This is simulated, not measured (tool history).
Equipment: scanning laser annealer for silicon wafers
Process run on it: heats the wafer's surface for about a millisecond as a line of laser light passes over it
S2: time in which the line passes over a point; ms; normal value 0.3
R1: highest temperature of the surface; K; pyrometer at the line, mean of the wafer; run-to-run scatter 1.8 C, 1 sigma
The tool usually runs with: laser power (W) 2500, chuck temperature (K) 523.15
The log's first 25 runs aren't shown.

run 26 hour=267.3 | laser_power_(W)=2380 S2=0.3 chuck_temperature_(K)=523.15 | R1=1258.15
run 27 hour=281.1 | laser_power_(W)=2500 S2=0.3 chuck_temperature_(K)=547.15 | R1=1323.15
run 28 hour=288.7 | laser_power_(W)=2672 S2=0.265 chuck_temperature_(K)=495.15 | R1=1279.15
run 29 hour=302.5 | laser_power_(W)=2363 S2=0.331 chuck_temperature_(K)=531.15 | R1=1298.15
run 30 hour=310.1 | laser_power_(W)=2363 S2=0.331 chuck_temperature_(K)=531.15 | R1=1301.15
run 31 hour=322.6 | laser_power_(W)=2363 S2=0.331 chuck_temperature_(K)=531.15 | R1=1300.15
run 32 hour=334.4 | laser_power_(W)=2484 S2=0.3 chuck_temperature_(K)=538.15 | R1=1307.15
run 33 hour=347.5 | laser_power_(W)=2500 S2=0.227 chuck_temperature_(K)=559.15 | R1=1227.15
run 34 hour=358.4 | laser_power_(W)=2351 S2=0.3 chuck_temperature_(K)=525.15 | R1=1252.15
run 35 hour=369.5 | laser_power_(W)=2201 S2=0.254 chuck_temperature_(K)=522.15 | R1=1137.15
run 36 hour=383 | laser_power_(W)=2432 S2=0.3 chuck_temperature_(K)=549.15 | R1=1300.15
run 37 hour=390.4 | laser_power_(W)=2632 S2=0.3 chuck_temperature_(K)=523.15 | R1=1343.15
run 38 hour=396.7 | laser_power_(W)=2632 S2=0.3 chuck_temperature_(K)=523.15 | R1=1344.15
run 39 hour=407.9 | laser_power_(W)=2632 S2=0.3 chuck_temperature_(K)=523.15 | R1=1340.15
run 40 hour=421.8 | laser_power_(W)=2632 S2=0.3 chuck_temperature_(K)=523.15 | R1=1342.15

Here are 5 independent what-if runs from the current tool condition. What would each one return?
run A hour=431.1 | laser_power_(W)=2718 S2=0.235 chuck_temperature_(K)=562.15 | R1=?
run B hour=431.1 | laser_power_(W)=2500 S2=0.3 chuck_temperature_(K)=555.15 | R1=?
run C hour=431.1 | laser_power_(W)=2484 S2=0.23 chuck_temperature_(K)=520.15 | R1=?
run D hour=431.1 | laser_power_(W)=2632 S2=0.22 chuck_temperature_(K)=495.15 | R1=?
run E hour=431.1 | laser_power_(W)=2675 S2=0.23 chuck_temperature_(K)=523.15 | R1=?

run=A R1=1309.15
run=B R1=1327.15
run=C R1=1186.15
run=D R1=1193.15
run=E R1=1248.15
Without the tool's hidden state the same runs would have given:
run=A R1=1328.15
run=B R1=1346.15
run=C R1=1203.15
run=D R1=1211.15
run=E R1=1266.15
